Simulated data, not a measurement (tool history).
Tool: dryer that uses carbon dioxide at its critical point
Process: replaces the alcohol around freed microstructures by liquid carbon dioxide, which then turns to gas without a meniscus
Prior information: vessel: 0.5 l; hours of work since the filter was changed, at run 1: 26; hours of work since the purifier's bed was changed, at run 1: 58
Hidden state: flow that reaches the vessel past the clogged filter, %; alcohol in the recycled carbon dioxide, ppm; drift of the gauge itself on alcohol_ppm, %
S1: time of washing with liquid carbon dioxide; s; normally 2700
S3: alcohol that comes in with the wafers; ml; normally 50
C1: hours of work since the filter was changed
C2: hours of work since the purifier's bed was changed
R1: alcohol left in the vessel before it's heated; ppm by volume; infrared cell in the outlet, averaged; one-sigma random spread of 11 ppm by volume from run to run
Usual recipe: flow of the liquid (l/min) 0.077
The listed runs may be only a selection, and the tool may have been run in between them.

run 1 hour=0 | S1=2700 flow_of_the_liquid_(l/min)=0.077 S3=50 | C1=26 C2=58 | R1=697
run 2 hour=11.2 | S1=2700 flow_of_the_liquid_(l/min)=0.065 S3=50 | C1=31 C2=63 | R1=1484
run 3 hour=30.6 | S1=2700 flow_of_the_liquid_(l/min)=0.1273 S3=50 | C1=40 C2=72 | R1=42
run 4 hour=49.5 | S1=2580 flow_of_the_liquid_(l/min)=0.077 S3=50 | C1=49 C2=80 | R1=863
run 5 hour=59 | S1=2580 flow_of_the_liquid_(l/min)=0.077 S3=50 | C1=53 C2=85 | R1=878
run 6 hour=74.8 | S1=2700 flow_of_the_liquid_(l/min)=0.077 S3=50 | C1=60 C2=92 | R1=699
run 7 hour=89.6 | S1=2700 flow_of_the_liquid_(l/min)=0.077 S3=50 | C1=67 C2=99 | R1=716
run 8 hour=104.4 | S1=2700 flow_of_the_liquid_(l/min)=0.077 S3=50 | C1=74 C2=105 | R1=712
run 9 hour=122.9 | S1=2700 flow_of_the_liquid_(l/min)=0.077 S3=50 | C1=82 C2=114 | R1=702
run 10 hour=142.3 | S1=3000 flow_of_the_liquid_(l/min)=0.077 S3=50 | C1=91 C2=123 | R1=429
run 11 hour=154.5 | S1=3000 flow_of_the_liquid_(l/min)=0.077 S3=50 | C1=97 C2=128 | R1=440
run 12 hour=177 | S1=2700 flow_of_the_liquid_(l/min)=0.1196 S3=50 | C1=107 C2=139 | R1=83
run 13 hour=188.8 | S1=2700 flow_of_the_liquid_(l/min)=0.1196 S3=50 | C1=113 C2=144 | R1=69
run 14 hour=202.1 | S1=2700 flow_of_the_liquid_(l/min)=0.1196 S3=50 | C1=119 C2=150 | R1=80
run 15 hour=211.8 | S1=2700 flow_of_the_liquid_(l/min)=0.077 S3=50 | C1=123 C2=155 | R1=722
run 16 hour=225.3 | S1=2100 flow_of_the_liquid_(l/min)=0.077 S3=50 | C1=129 C2=161 | R1=2127
run 17 hour=243.7 | S1=3720 flow_of_the_liquid_(l/min)=0.077 S3=50 | C1=138 C2=169 | R1=153
run 18 hour=256.3 | S1=3720 flow_of_the_liquid_(l/min)=0.077 S3=50 | C1=144 C2=175 | R1=155
run 19 hour=267.4 | S1=3720 flow_of_the_liquid_(l/min)=0.077 S3=50 | C1=149 C2=180 | R1=152
run 20 hour=290.1 | S1=3720 flow_of_the_liquid_(l/min)=0.077 S3=50 | C1=159 C2=190 | R1=160
run 21 hour=312 | S1=3720 flow_of_the_liquid_(l/min)=0.077 S3=50 | C1=169 C2=200 | R1=164
run 22 hour=332.7 | S1=3720 flow_of_the_liquid_(l/min)=0.077 S3=50 | C1=178 C2=210 | R1=149
run 23 hour=349.8 | S1=4020 flow_of_the_liquid_(l/min)=0.077 S3=50 | C1=186 C2=218 | R1=115
run 24 hour=371.8 | S1=4020 flow_of_the_liquid_(l/min)=0.077 S3=50 | C1=196 C2=228 | R1=110
run 25 hour=391.5 | S1=2520 flow_of_the_liquid_(l/min)=0.077 S3=61 | C1=205 C2=237 | R1=1302
run 26 hour=412.7 | S1=2700 flow_of_the_liquid_(l/min)=0.0727 S3=55 | C1=215 C2=247 | R1=1117
run 27 hour=423.2 | S1=3240 flow_of_the_liquid_(l/min)=0.0637 S3=84 | C1=220 C2=251 | R1=1386
run 28 hour=443.4 | S1=3120 flow_of_the_liquid_(l/min)=0.0622 S3=84 | C1=229 C2=261 | R1=1855
run 29 hour=457.7 | S1=1620 flow_of_the_liquid_(l/min)=0.0679 S3=101 | C1=236 C2=267 | R1=15682
run 30 hour=475.1 | S1=2640 flow_of_the_liquid_(l/min)=0.0858 S3=45 | C1=244 C2=275 | R1=520
run 31 hour=486 | S1=2700 flow_of_the_liquid_(l/min)=0.1091 S3=50 | C1=249 C2=280 | R1=168
run 32 hour=497.9 | S1=2700 flow_of_the_liquid_(l/min)=0.1091 S3=50 | C1=254 C2=286 | R1=163
run 33 hour=517.7 | S1=2700 flow_of_the_liquid_(l/min)=0.1091 S3=50 | C1=263 C2=295 | R1=177
run 34 hour=539.7 | S1=1800 flow_of_the_liquid_(l/min)=0.0788 S3=50 | C1=273 C2=305 | R1=3720
run 35 hour=562.2 | S1=1800 flow_of_the_liquid_(l/min)=0.0788 S3=50 | C1=284 C2=315 | R1=3719
run 36 hour=572.6 | S1=2880 flow_of_the_liquid_(l/min)=0.077 S3=50 | C1=288 C2=320 | R1=652
run 37 hour=593.1 | S1=2880 flow_of_the_liquid_(l/min)=0.077 S3=50 | C1=298 C2=329 | R1=665
run 38 hour=610 | S1=2880 flow_of_the_liquid_(l/min)=0.077 S3=50 | C1=305 C2=337 | R1=661
run 39 hour=628.1 | S1=2880 flow_of_the_liquid_(l/min)=0.077 S3=23 | C1=314 C2=345 | R1=348
run 40 hour=639.9 | S1=2880 flow_of_the_liquid_(l/min)=0.0616 S3=28 | C1=319 C2=351 | R1=1014
run 41 hour=653.9 | S1=2880 flow_of_the_liquid_(l/min)=0.0616 S3=28 | C1=326 C2=357 | R1=1037
run 42 hour=676.6 | S1=2880 flow_of_the_liquid_(l/min)=0.0616 S3=28 | C1=336 C2=367 | R1=1004
run 43 hour=692.6 | S1=2880 flow_of_the_liquid_(l/min)=0.0616 S3=28 | C1=343 C2=375 | R1=1017
run 44 hour=709 | S1=1800 flow_of_the_liquid_(l/min)=0.0595 S3=90 | C1=351 C2=382 | R1=15668
run 45 hour=721.6 | S1=1800 flow_of_the_liquid_(l/min)=0.0595 S3=45 | C1=357 C2=388 | R1=7840
run 46 hour=744.6 | S1=2700 flow_of_the_liquid_(l/min)=0.0713 S3=50 | C1=367 C2=398 | R1=1330

A few steps of R1 between consecutive runs. Split each: what settings, incoming material and random variation would produce without the hidden state, and what is left over for the hidden state, along with gauge scatter present in only one of the two compared results (measured, and without hidden state):
Run 28 -> 29: S1 3120 -> 1620, flow of the liquid (l/min) 0.0622 -> 0.0679, S3 84 -> 101. R1 +13827 ppm by volume: hidden state +1265, all else +12562.
Run 29 -> 30: S1 1620 -> 2640, flow of the liquid (l/min) 0.0679 -> 0.0858, S3 101 -> 45. R1 -15162 ppm by volume: hidden state -1467, all else -13695.
Run 43 -> 44: S1 2880 -> 1800, flow of the liquid (l/min) 0.0616 -> 0.0595, S3 28 -> 90. R1 +14651 ppm by volume: hidden state +1967, all else +12684.
